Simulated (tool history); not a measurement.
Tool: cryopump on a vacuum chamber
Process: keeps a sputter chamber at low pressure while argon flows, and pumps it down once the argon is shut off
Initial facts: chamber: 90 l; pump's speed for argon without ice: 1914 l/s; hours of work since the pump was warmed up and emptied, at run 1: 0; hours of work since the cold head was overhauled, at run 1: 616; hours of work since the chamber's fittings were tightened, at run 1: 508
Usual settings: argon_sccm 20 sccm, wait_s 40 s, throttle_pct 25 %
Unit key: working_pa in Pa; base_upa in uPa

run   hour  argon_sccm  wait_s  throttle_pct  hours of work since the pump was warmed up and emptied  hours of work since the cold head was overhauled  hours of work since the chamber's fittings were tightened  working_pa  base_upa
  1      0          20      40            25                                                       0                                               616                                                        508      0.0712      0.87
  2   14.9          20      40            25                                                      12                                               629                                                        520      0.0715       0.9
  3   29.8          20      40            25                                                      24                                               641                                                        532      0.0699      0.89
  4   39.6          20      69            25                                                      32                                               648                                                        540      0.0717      0.66
  5     55          20      40            25                                                      44                                               661                                                        552      0.0719      0.92
  6   74.8          20      40            25                                                      61                                               677                                                        568      0.0712      0.93
  7   85.1          20      40            17                                                      69                                               685                                                        577      0.1046      0.93
  8   97.1          20      40            17                                                      79                                               695                                                        586      0.1042      0.92
  9  109.2          20      40            17                                                      88                                               705                                                        596       0.105      0.97
 10  117.6          20      40            17                                                      95                                               712                                                        603      0.1058      0.91
 11  126.5          20      40            17                                                     102                                               719                                                        610      0.1048      0.92
 12    142          20      40            17                                                     115                                               731                                                        623      0.1046      0.94
 13  150.8          20      40            17                                                     122                                               738                                                        630      0.1048      0.96
 14  163.5          20      40            39                                                     132                                               749                                                        640      0.0462      0.95
 15  182.4          20      40            39                                                     148                                               764                                                        655       0.046      0.95
 16  193.4          20      40            39                                                     156                                               773                                                        664       0.046      0.96
 17  202.2          20      40            39                                                     164                                               780                                                        671      0.0462      0.96
 18  217.9          20      40            39                                                     176                                               793                                                        684      0.0469      0.93
 19  237.1          36     170            25                                                     192                                               808                                                        700      0.1304      0.56
 20    251          37      23            18                                                     203                                               820                                                        711      0.1842      1.37
 21  259.8          19     109            18                                                     210                                               827                                                        718      0.0952      0.62
 22  269.9          19     109            18                                                     218                                               835                                                        726      0.0952      0.66
 23  285.7          19     109            18                                                     231                                               848                                                        739      0.0956      0.66
 24  301.1          19     109            18                                                     244                                               860                                                        751      0.0951      0.66
 25  309.3          19     192            52                                                     250                                               867                                                        758      0.0339      0.59
 26  317.8          10      47            16                                                     257                                               874                                                        765      0.0563      0.99
 27  331.5          20      59            25                                                     268                                               885                                                        776      0.0726      0.87
 28  348.6          20      59            25                                                     282                                               898                                                        790      0.0726       0.8
 29  365.2          20      59            25                                                     295                                               912                                                        803      0.0733      0.89
 30  376.6          20      59            25                                                     305                                               921                                                        812      0.0729      0.87
 31  390.2          22     113            25                                                     316                                               932                                                        823      0.0809      0.73

Some steps in working_pa between neighbouring runs. How much of each would the tool show without its hidden state too (settings, what came in, random variation), and how much is left for the hidden state, with any gauge scatter that isn't in both results?
The tool's hidden condition here consists of: pump's speed, % of a pump's without ice; cold plate's temperature, K; leak into the chamber, uPa l/s; drift of the gauge itself on working_pa, %; drift of the gauge itself on base_upa, %.
Run 18 -> 19: argon_sccm 20 -> 36, wait_s 40 -> 170, throttle_pct 39 -> 25. working_pa +0.0835 Pa: hidden state +0.0014, all else +0.0821.
Run 20 -> 21: argon_sccm 37 -> 19, wait_s 23 -> 109. working_pa -0.089 Pa: hidden state -0.0015, all else -0.0875.
Run 24 -> 25: wait_s 109 -> 192, throttle_pct 18 -> 52. working_pa -0.0612 Pa: hidden state +0.0001, all else -0.0613.
Run 26 -> 27: argon_sccm 10 -> 20, wait_s 47 -> 59, throttle_pct 16 -> 25. working_pa +0.0163 Pa: hidden state +0.0011, all else +0.0152.
